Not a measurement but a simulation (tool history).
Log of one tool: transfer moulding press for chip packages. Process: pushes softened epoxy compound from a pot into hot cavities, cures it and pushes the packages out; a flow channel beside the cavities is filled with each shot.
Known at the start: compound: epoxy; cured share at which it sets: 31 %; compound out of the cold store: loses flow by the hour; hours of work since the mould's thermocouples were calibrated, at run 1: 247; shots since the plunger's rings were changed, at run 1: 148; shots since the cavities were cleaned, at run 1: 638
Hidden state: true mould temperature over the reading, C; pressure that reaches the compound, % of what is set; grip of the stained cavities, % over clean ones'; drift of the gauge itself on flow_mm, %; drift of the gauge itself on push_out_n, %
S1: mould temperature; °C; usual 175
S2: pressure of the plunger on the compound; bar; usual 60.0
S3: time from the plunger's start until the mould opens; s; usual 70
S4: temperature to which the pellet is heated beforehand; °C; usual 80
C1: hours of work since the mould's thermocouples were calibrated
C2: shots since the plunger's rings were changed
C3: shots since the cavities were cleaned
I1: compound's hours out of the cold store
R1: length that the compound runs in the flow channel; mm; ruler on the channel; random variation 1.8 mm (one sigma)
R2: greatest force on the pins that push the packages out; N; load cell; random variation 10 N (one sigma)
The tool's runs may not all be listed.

{"run": 1, "hour": 0.0, "S1": 175, "S2": 60.0, "S3": 70, "S4": 80, "C1": 247, "C2": 148, "C3": 638, "I1": 15.6, "R1": 710, "R2": 744}
{"hour": 28.2, "done": "cavities cleaned with cleaning compound and waxed"}
{"run": 2, "hour": 31.5, "S1": 175, "S2": 60.0, "S3": 70, "S4": 80, "C1": 261, "C2": 535, "C3": 42, "I1": 21.1, "R1": 685, "R2": 1056}
{"run": 3, "hour": 48.1, "S1": 175, "S2": 60.0, "S3": 70, "S4": 80, "C1": 269, "C2": 750, "C3": 257, "I1": 15.3, "R1": 705, "R2": 1077}
{"run": 4, "hour": 74.9, "S1": 175, "S2": 60.0, "S3": 70, "S4": 80, "C1": 282, "C2": 1095, "C3": 602, "I1": 13.4, "R1": 710, "R2": 1034}
{"run": 5, "hour": 99.6, "S1": 175, "S2": 60.0, "S3": 70, "S4": 80, "C1": 294, "C2": 1414, "C3": 921, "I1": 43.4, "R1": 597, "R2": 957}
{"hour": 106.2, "done": "cavities cleaned with cleaning compound and waxed"}
{"run": 6, "hour": 119.7, "S1": 175, "S2": 60.0, "S3": 62, "S4": 80, "C1": 303, "C2": 1654, "C3": 174, "I1": 41.5, "R1": 604, "R2": 688}
{"hour": 122.6, "done": "cavities cleaned with cleaning compound and waxed, once more"}
{"run": 7, "hour": 151.2, "S1": 178, "S2": 60.0, "S3": 62, "S4": 80, "C1": 318, "C2": 2041, "C3": 369, "I1": 31.1, "R1": 628, "R2": 671}
{"run": 8, "hour": 166.0, "S1": 178, "S2": 60.0, "S3": 62, "S4": 80, "C1": 325, "C2": 2232, "C3": 560, "I1": 37.3, "R1": 609, "R2": 733}
{"run": 9, "hour": 180.1, "S1": 175, "S2": 65.6, "S3": 70, "S4": 80, "C1": 332, "C2": 2414, "C3": 742, "I1": 11.2, "R1": 739, "R2": 799}
{"hour": 200.4, "done": "cavities cleaned with cleaning compound and waxed"}
{"run": 10, "hour": 206.8, "S1": 174, "S2": 65.6, "S3": 70, "S4": 80, "C1": 344, "C2": 2739, "C3": 83, "I1": 32.7, "R1": 659, "R2": 536}
{"hour": 213.5, "done": "plunger's sealing rings changed"}
{"run": 11, "hour": 239.1, "S1": 175, "S2": 65.6, "S3": 70, "S4": 80, "C1": 358, "C2": 331, "C3": 467, "I1": 41.4, "R1": 641, "R2": 672}
{"run": 12, "hour": 269.3, "S1": 175, "S2": 65.6, "S3": 106, "S4": 80, "C1": 373, "C2": 721, "C3": 857, "I1": 31.9, "R1": 673, "R2": 609}
{"hour": 283.3, "done": "cavities cleaned with cleaning compound and waxed"}
{"run": 13, "hour": 295.1, "S1": 175, "S2": 48.0, "S3": 106, "S4": 80, "C1": 385, "C2": 1035, "C3": 153, "I1": 35.7, "R1": 560, "R2": 416}
{"run": 14, "hour": 316.7, "S1": 175, "S2": 48.0, "S3": 106, "S4": 80, "C1": 395, "C2": 1313, "C3": 431, "I1": 28.8, "R1": 583, "R2": 505}
{"run": 15, "hour": 348.1, "S1": 175, "S2": 48.0, "S3": 67, "S4": 80, "C1": 410, "C2": 1718, "C3": 836, "I1": 42.9, "R1": 539, "R2": 826}
{"hour": 361.7, "done": "cavities cleaned with cleaning compound and waxed"}
{"run": 16, "hour": 372.3, "S1": 175, "S2": 52.0, "S3": 62, "S4": 80, "C1": 421, "C2": 2011, "C3": 136, "I1": 26.0, "R1": 612, "R2": 713}
{"run": 17, "hour": 399.0, "S1": 175, "S2": 60.0, "S3": 84, "S4": 89, "C1": 434, "C2": 2356, "C3": 481, "I1": 46.4, "R1": 585, "R2": 576}
{"run": 18, "hour": 413.9, "S1": 177, "S2": 49.4, "S3": 107, "S4": 88, "C1": 441, "C2": 2548, "C3": 673, "I1": 44.3, "R1": 533, "R2": 572}
{"hour": 436.6, "done": "plunger's sealing rings changed"}
{"hour": 442.2, "done": "cavities cleaned with cleaning compound and waxed"}
{"run": 19, "hour": 445.2, "S1": 177, "S2": 57.9, "S3": 107, "S4": 88, "C1": 455, "C2": 91, "C3": 38, "I1": 10.5, "R1": 708, "R2": 354}
{"run": 20, "hour": 461.3, "S1": 179, "S2": 65.9, "S3": 82, "S4": 81, "C1": 462, "C2": 298, "C3": 245, "I1": 23.5, "R1": 698, "R2": 466}
{"run": 21, "hour": 482.5, "S1": 175, "S2": 60.0, "S3": 84, "S4": 80, "C1": 473, "C2": 572, "C3": 519, "I1": 32.7, "R1": 640, "R2": 572}
{"run": 22, "hour": 495.5, "S1": 175, "S2": 54.4, "S3": 61, "S4": 76, "C1": 479, "C2": 740, "C3": 687, "I1": 44.3, "R1": 570, "R2": 996}
{"hour": 521.6, "done": "cavities cleaned with cleaning compound and waxed"}
{"run": 23, "hour": 525.6, "S1": 175, "S2": 54.4, "S3": 61, "S4": 76, "C1": 493, "C2": 1109, "C3": 52, "I1": 26.7, "R1": 627, "R2": 659}
{"run": 24, "hour": 545.5, "S1": 175, "S2": 54.4, "S3": 61, "S4": 76, "C1": 503, "C2": 1366, "C3": 309, "I1": 31.2, "R1": 610, "R2": 855}
{"run": 25, "hour": 567.7, "S1": 167, "S2": 46.3, "S3": 99, "S4": 89, "C1": 513, "C2": 1652, "C3": 595, "I1": 11.9, "R1": 650, "R2": 680}
{"run": 26, "hour": 597.3, "S1": 175, "S2": 60.0, "S3": 89, "S4": 80, "C1": 528, "C2": 2033, "C3": 976, "I1": 40.9, "R1": 605, "R2": 672}
{"hour": 600.1, "done": "cavities cleaned with cleaning compound and waxed"}
{"run": 27, "hour": 629.7, "S1": 181, "S2": 60.0, "S3": 82, "S4": 80, "C1": 543, "C2": 2433, "C3": 382, "I1": 38.7, "R1": 595, "R2": 475}
{"run": 28, "hour": 651.8, "S1": 168, "S2": 74.0, "S3": 60, "S4": 80, "C1": 553, "C2": 2718, "C3": 667, "I1": 20.5, "R1": 772, "R2": 1828}
{"hour": 660.2, "done": "plunger's sealing rings changed"}
{"run": 29, "hour": 674.7, "S1": 175, "S2": 68.2, "S3": 70, "S4": 77, "C1": 563, "C2": 187, "C3": 930, "I1": 15.9, "R1": 754, "R2": 848}

Forecast each of these 3 alternatives for the next run:
{"hour": 681.0, "done": "cavities cleaned with cleaning compound and waxed"}
{"run": "A", "hour": 703.8, "S1": 175, "S2": 59.8, "S3": 70, "S4": 77, "C1": 576, "C2": 542, "C3": 293, "I1": 41.7, "R1": "?", "R2": "?"}
{"hour": 681.0, "done": "cavities cleaned with cleaning compound and waxed"}
{"run": "B", "hour": 703.8, "S1": 175, "S2": 67.6, "S3": 56, "S4": 80, "C1": 576, "C2": 542, "C3": 293, "I1": 44.0, "R1": "?", "R2": "?"}
{"hour": 681.0, "done": "cavities cleaned with cleaning compound and waxed"}
{"run": "C", "hour": 703.8, "S1": 167, "S2": 73.0, "S3": 89, "S4": 80, "C1": 576, "C2": 542, "C3": 293, "I1": 42.9, "R1": "?", "R2": "?"}

run=A R1=608 R2=617
run=B R1=638 R2=969
run=C R1=694 R2=675
Without the tool's hidden state the same runs would have given:
run=A R1=612 R2=440
run=B R1=642 R2=686
run=C R1=698 R2=479
